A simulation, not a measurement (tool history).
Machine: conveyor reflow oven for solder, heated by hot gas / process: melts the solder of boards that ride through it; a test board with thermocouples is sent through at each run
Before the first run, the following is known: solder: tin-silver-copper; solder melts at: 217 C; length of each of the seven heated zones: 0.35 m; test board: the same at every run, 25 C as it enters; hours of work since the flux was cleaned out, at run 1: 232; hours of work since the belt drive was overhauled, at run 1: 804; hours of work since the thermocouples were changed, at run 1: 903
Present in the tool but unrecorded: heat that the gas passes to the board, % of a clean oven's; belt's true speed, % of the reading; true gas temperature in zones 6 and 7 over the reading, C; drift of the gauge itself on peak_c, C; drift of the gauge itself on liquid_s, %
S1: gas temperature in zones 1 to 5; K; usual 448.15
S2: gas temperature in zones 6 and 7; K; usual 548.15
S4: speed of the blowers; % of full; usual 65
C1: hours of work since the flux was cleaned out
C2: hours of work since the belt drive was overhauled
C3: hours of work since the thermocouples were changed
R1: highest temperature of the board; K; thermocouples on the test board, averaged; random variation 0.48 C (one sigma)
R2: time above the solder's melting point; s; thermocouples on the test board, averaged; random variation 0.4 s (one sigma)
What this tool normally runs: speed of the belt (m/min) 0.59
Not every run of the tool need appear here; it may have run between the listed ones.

{"run": 1, "hour": 0.0, "S1": 448.15, "S2": 548.15, "speed of the belt (m/min)": 0.59, "S4": 65, "C1": 232, "C2": 804, "C3": 903, "R1": 527.65, "R2": 55.6}
{"run": 2, "hour": 27.0, "S1": 448.15, "S2": 548.15, "speed of the belt (m/min)": 0.59, "S4": 65, "C1": 252, "C2": 824, "C3": 923, "R1": 527.35, "R2": 55.7}
{"run": 3, "hour": 52.6, "S1": 448.15, "S2": 548.15, "speed of the belt (m/min)": 0.59, "S4": 65, "C1": 271, "C2": 843, "C3": 942, "R1": 527.55, "R2": 55.7}
{"run": 4, "hour": 66.9, "S1": 448.15, "S2": 548.15, "speed of the belt (m/min)": 0.59, "S4": 65, "C1": 281, "C2": 854, "C3": 953, "R1": 527.95, "R2": 55.2}
{"run": 5, "hour": 95.7, "S1": 448.15, "S2": 548.15, "speed of the belt (m/min)": 0.59, "S4": 65, "C1": 303, "C2": 875, "C3": 974, "R1": 527.55, "R2": 56.3}
{"run": 6, "hour": 125.1, "S1": 448.15, "S2": 548.15, "speed of the belt (m/min)": 0.59, "S4": 65, "C1": 324, "C2": 896, "C3": 996, "R1": 527.15, "R2": 55.7}
{"run": 7, "hour": 150.0, "S1": 448.15, "S2": 548.15, "speed of the belt (m/min)": 0.59, "S4": 65, "C1": 343, "C2": 915, "C3": 1014, "R1": 527.05, "R2": 55.4}
{"run": 8, "hour": 170.5, "S1": 448.15, "S2": 548.15, "speed of the belt (m/min)": 0.59, "S4": 65, "C1": 358, "C2": 930, "C3": 1029, "R1": 526.45, "R2": 56}
{"run": 9, "hour": 199.8, "S1": 448.15, "S2": 548.15, "speed of the belt (m/min)": 0.59, "S4": 65, "C1": 379, "C2": 951, "C3": 1051, "R1": 526.65, "R2": 54.9}
{"run": 10, "hour": 216.9, "S1": 441.15, "S2": 560.15, "speed of the belt (m/min)": 0.529, "S4": 84, "C1": 392, "C2": 964, "C3": 1063, "R1": 545.95, "R2": 72.5}
{"run": 11, "hour": 247.1, "S1": 448.15, "S2": 548.15, "speed of the belt (m/min)": 0.687, "S4": 84, "C1": 414, "C2": 986, "C3": 1086, "R1": 527.35, "R2": 47.4}
{"run": 12, "hour": 277.1, "S1": 448.15, "S2": 548.15, "speed of the belt (m/min)": 0.687, "S4": 84, "C1": 436, "C2": 1008, "C3": 1108, "R1": 525.45, "R2": 47.4}
{"run": 13, "hour": 300.8, "S1": 434.15, "S2": 548.15, "speed of the belt (m/min)": 0.687, "S4": 88, "C1": 454, "C2": 1026, "C3": 1125, "R1": 524.45, "R2": 42.2}
{"hour": 313.3, "done": "flux residue cleaned out of gas plates and filters"}
{"run": 14, "hour": 337.5, "S1": 434.15, "S2": 538.15, "speed of the belt (m/min)": 0.65, "S4": 70, "C1": 18, "C2": 1049, "C3": 1148, "R1": 515.15, "R2": 38.9}
{"run": 15, "hour": 357.8, "S1": 434.15, "S2": 538.15, "speed of the belt (m/min)": 0.65, "S4": 70, "C1": 33, "C2": 1064, "C3": 1163, "R1": 515.65, "R2": 38.1}

Here are 5 independent what-if runs from the current tool condition. What would each one return?
{"run": "A", "hour": 387.5, "S1": 448.15, "S2": 548.15, "speed of the belt (m/min)": 0.59, "S4": 67, "C1": 55, "C2": 1086, "C3": 1185, "R1": "?", "R2": "?"}
{"run": "B", "hour": 387.5, "S1": 452.15, "S2": 562.15, "speed of the belt (m/min)": 0.59, "S4": 82, "C1": 55, "C2": 1086, "C3": 1185, "R1": "?", "R2": "?"}
{"run": "C", "hour": 387.5, "S1": 434.15, "S2": 559.15, "speed of the belt (m/min)": 0.65, "S4": 70, "C1": 55, "C2": 1086, "C3": 1185, "R1": "?", "R2": "?"}
{"run": "D", "hour": 387.5, "S1": 448.15, "S2": 560.15, "speed of the belt (m/min)": 0.619, "S4": 78, "C1": 55, "C2": 1086, "C3": 1185, "R1": "?", "R2": "?"}
{"run": "E", "hour": 387.5, "S1": 434.15, "S2": 538.15, "speed of the belt (m/min)": 0.704, "S4": 55, "C1": 55, "C2": 1086, "C3": 1185, "R1": "?", "R2": "?"}

run=A R1=529.35 R2=58.2
run=B R1=545.15 R2=67
run=C R1=534.25 R2=51
run=D R1=541.35 R2=61.6
run=E R1=505.35 R2=24.2
What these runs would have given with no unlogged condition in the tool:
run=A R1=532.15 R2=57.9
run=B R1=548.15 R2=66
run=C R1=536.75 R2=50.7
run=D R1=544.25 R2=60.8
run=E R1=507.35 R2=25.4
